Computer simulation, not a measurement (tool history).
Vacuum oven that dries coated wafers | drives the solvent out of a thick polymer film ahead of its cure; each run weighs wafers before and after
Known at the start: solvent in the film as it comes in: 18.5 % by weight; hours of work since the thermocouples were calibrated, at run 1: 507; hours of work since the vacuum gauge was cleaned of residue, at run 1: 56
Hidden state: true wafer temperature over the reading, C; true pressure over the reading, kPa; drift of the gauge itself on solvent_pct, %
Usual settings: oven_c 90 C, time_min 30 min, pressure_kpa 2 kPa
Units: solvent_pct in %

run     day  oven_c  time_min  pressure_kpa  hours of work since the thermocouples were calibrated  hours of work since the vacuum gauge was cleaned of residue  solvent_pct
  1       0      90        30             2                                                    507                                                           56         7.61
  2   1.242      90        30             2                                                    530                                                           80         7.74
  3   3.588      90        30             2                                                    574                                                          123         7.52
  4   5.846      90        30             2                                                    616                                                          166         7.79
  5   7.038      90        30             2                                                    639                                                          188         7.74
  6    9.15      90        30             2                                                    678                                                          228            8
  7  10.254      90        30             2                                                    699                                                          248         7.94
  8  12.162      90        30             2                                                    735                                                          284         7.82
  9  14.042      90        21             2                                                    770                                                          319         9.34
     15.975  -- oven's thermocouples calibrated
 10  16.638      90        21             2                                                     12                                                          366         8.78
 11  19.133      90        30             2                                                     59                                                          413         7.59
 12  21.417      90        30             2                                                    102                                                          456         7.44
 13  23.788      90        30             2                                                    146                                                          500         7.56
 14  24.842      90        30             2                                                    166                                                          520         7.57
 15  26.825      90        30             2                                                    203                                                          557          7.5
 16  29.258      90        30             2                                                    249                                                          603         7.49
 17  31.558      90        21             2                                                    292                                                          646          9.2
 18  34.125      90        21             2                                                    340                                                          694          9.3
 19  36.529      90        21             2                                                    385                                                          739          9.2
 20  38.304      90        30             2                                                    418                                                          772         7.82
 21    40.3      90        30           1.3                                                    456                                                          810         6.79
 22  42.308      90        30           1.3                                                    493                                                          847         6.76
 23  44.446      90        30             2                                                    533                                                          887         7.99
 24  45.504      90        30             2                                                    553                                                          907         7.95
 25  47.142      90        30             2                                                    584                                                          938          7.9
 26  48.217      90        16          3.66                                                    604                                                          958        12.65
 27  50.579      90        16          3.66                                                    648                                                         1002        12.49
 28  52.171      90        16          3.66                                                    678                                                         1032           13
 29  53.921      83        54          3.56                                                    711                                                         1065        12.26
 30  55.712      94        54          3.56                                                    745                                                         1099         7.64
 31  57.129      90        28             2                                                    771                                                         1125          8.7
         59  -- oven's thermocouples calibrated
 32  59.242      90        28             2                                                      5                                                         1163         7.74
 33  61.125      90        30          1.22                                                     40                                                         1198         6.33
 34  63.496      90        30          1.22                                                     84                                                         1243          6.3
      64.15  -- vacuum gauge cleaned of residue and calibrated
 35  66.021      99        48          2.88                                                    130                                                           35         4.49
 36  67.658      99        48          1.08                                                    161                                                           66         2.01
 37  69.783     103        48          1.75                                                    201                                                          106         2.44
 38  70.946      88        26           1.5                                                    223                                                          127         7.85
 39  72.138      83        26           1.5                                                    245                                                          150         9.56
 40  73.629      83        26          5.52                                                    273                                                          178        16.33
 41  76.067     103        40             2                                                    319                                                          223         2.98
 42   77.45      77        40          3.06                                                    345                                                          249        13.58
 43  78.562      77        40          3.06                                                    365                                                          270        13.48
 44  80.688      90        17          1.15                                                    405                                                          310         8.71
 45  82.158      90        17          1.15                                                    433                                                          337         8.93
 46  83.625      90        17          1.15                                                    460                                                          365         8.96
 47  85.338      89        30          1.06                                                    492                                                          397          6.4

3 ways to go on from here, each from the tool as it stands after run 47. What would each give?
  A  86.725      86        24          1.13                                                    518                                                          423            ?
  B  86.725     103        30             2                                                    518                                                          423            ?
  C  86.725      96        39          1.06                                                    518                                                          423            ?

run  solvent_pct
  A          8.8
  B         3.83
  C         3.27
Without the tool's hidden state the same runs would have given:
run  solvent_pct
  A         8.38
  B         3.53
  C         2.93
